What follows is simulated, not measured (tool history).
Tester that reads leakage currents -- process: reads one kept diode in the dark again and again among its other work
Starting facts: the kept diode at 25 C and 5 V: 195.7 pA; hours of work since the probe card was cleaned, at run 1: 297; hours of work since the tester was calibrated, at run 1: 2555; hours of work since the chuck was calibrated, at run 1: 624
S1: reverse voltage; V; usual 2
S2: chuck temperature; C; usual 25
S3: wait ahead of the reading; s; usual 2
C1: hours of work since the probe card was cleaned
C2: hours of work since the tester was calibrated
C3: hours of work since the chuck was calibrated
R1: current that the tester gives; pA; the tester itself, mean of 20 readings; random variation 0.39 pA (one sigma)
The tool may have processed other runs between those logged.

run,hour,S1,S2,S3,C1,C2,C3,R1
1,0,2,25,2,297,2555,624,123.38
2,140.9,2,25,2,389,2647,716,122.45
3,268.7,2,25,2,473,2730,800,121.83
4,364.6,12.77,25,2,536,2793,863,280.55
5,576.9,1.13,25,2,674,2932,1001,93.13
6,715.3,1.13,25,2,765,3022,1092,91.94
7,910.7,1.57,25,2,893,3150,1219,106.01
# hour 983: chuck's temperature calibrated
8,1128.2,1.57,25,2,1033,3291,95,115.83
9,1303.6,1.57,25,2,1148,3405,210,114.34
10,1431.6,1.57,25,2,1232,3489,293,113.47
11,1538.6,2,25,2,1302,3559,363,125.52
12,1656.6,2,25,2,1379,3636,440,124.95
13,1865.8,2,25,2,1515,3773,577,123.97
14,1998.1,4.03,25,2,1602,3859,663,168.97
15,2173.5,2,25,1.54,1717,3974,778,122.19
16,2295.4,2,25,0.41,1796,4054,858,121.06
17,2415,2,25,1.52,1874,4132,936,120.11
18,2570.3,2,40,1.52,1976,4233,1037,372.65
19,2742.6,2,40,1.52,2088,4346,1150,370.45
# hour 2913.4: chuck's temperature calibrated
20,2913.4,2,42,2,2199,4456,0,472.44
21,3010.7,8.71,44,2,2262,4520,64,1055.68
# hour 3026.3: probe card cleaned and baked
22,3126.9,9.77,25,2,66,4594,138,271.89
# hour 3177.3: tester calibrated
23,3269.1,4.7,33,2.39,157,60,229,350.59
24,3443.6,4.7,33,7.59,271,174,343,346.65
25,3640.6,4.7,33,7.59,400,303,472,343.37
26,3811.4,1.12,55,2,512,414,584,835.09
27,3967.2,7.07,26,2,614,516,685,239.25
# hour 3988.4: probe card cleaned and baked, once more
28,4081.3,7.07,26,2,61,589,758,234.22
29,4204.8,5.02,51,2.48,141,669,839,1237.83
30,4365.8,9.31,45,3.37,247,775,944,1079.85
31,4492.1,5.86,35,1.67,329,857,1026,421.82
32,4672.5,1.74,24,0.36,447,975,1144,103
33,4759.9,1.93,24,5.79,504,1032,1201,107.88
# hour 4851: chuck's temperature calibrated
34,4936.9,3,48,3.16,619,1147,56,844.66
35,5046.6,4.88,60,3.47,690,1218,128,2310.32
36,5133.6,1.36,60,3.47,747,1275,185,1291.64
37,5286.6,2.94,25,4.05,847,1375,285,151.21
38,5405.5,2,22,2,925,1453,362,99.63
39,5514.7,15.19,52,2,996,1524,434,2249.04

Same runs, no hidden state in the tool, same run-to-run variation:
The hidden state here: stray current of the dirty probe card, pA a volt; current scale over the true one, %; true chuck temperature over the reading, C; drift of the gauge itself on leakage_pa, %.
run,R1
1,129.12
2,129.09
3,129.29
4,298.71
5,100.43
6,99.89
7,116.3
8,116.28
9,115.96
10,115.86
11,128.89
12,129.12
13,129.42
14,177.27
15,129.55
16,129.07
17,128.93
18,400.67
19,401.32
20,460.6
21,1032.77
22,265.29
23,352.63
24,351.71
25,351.54
26,861.91
27,248.3
28,246.92
29,1302.3
30,1146.92
31,452.39
32,112.15
33,118.03
34,843.48
35,2317.69
36,1300.68
37,153.66
38,101.88
39,2301.25
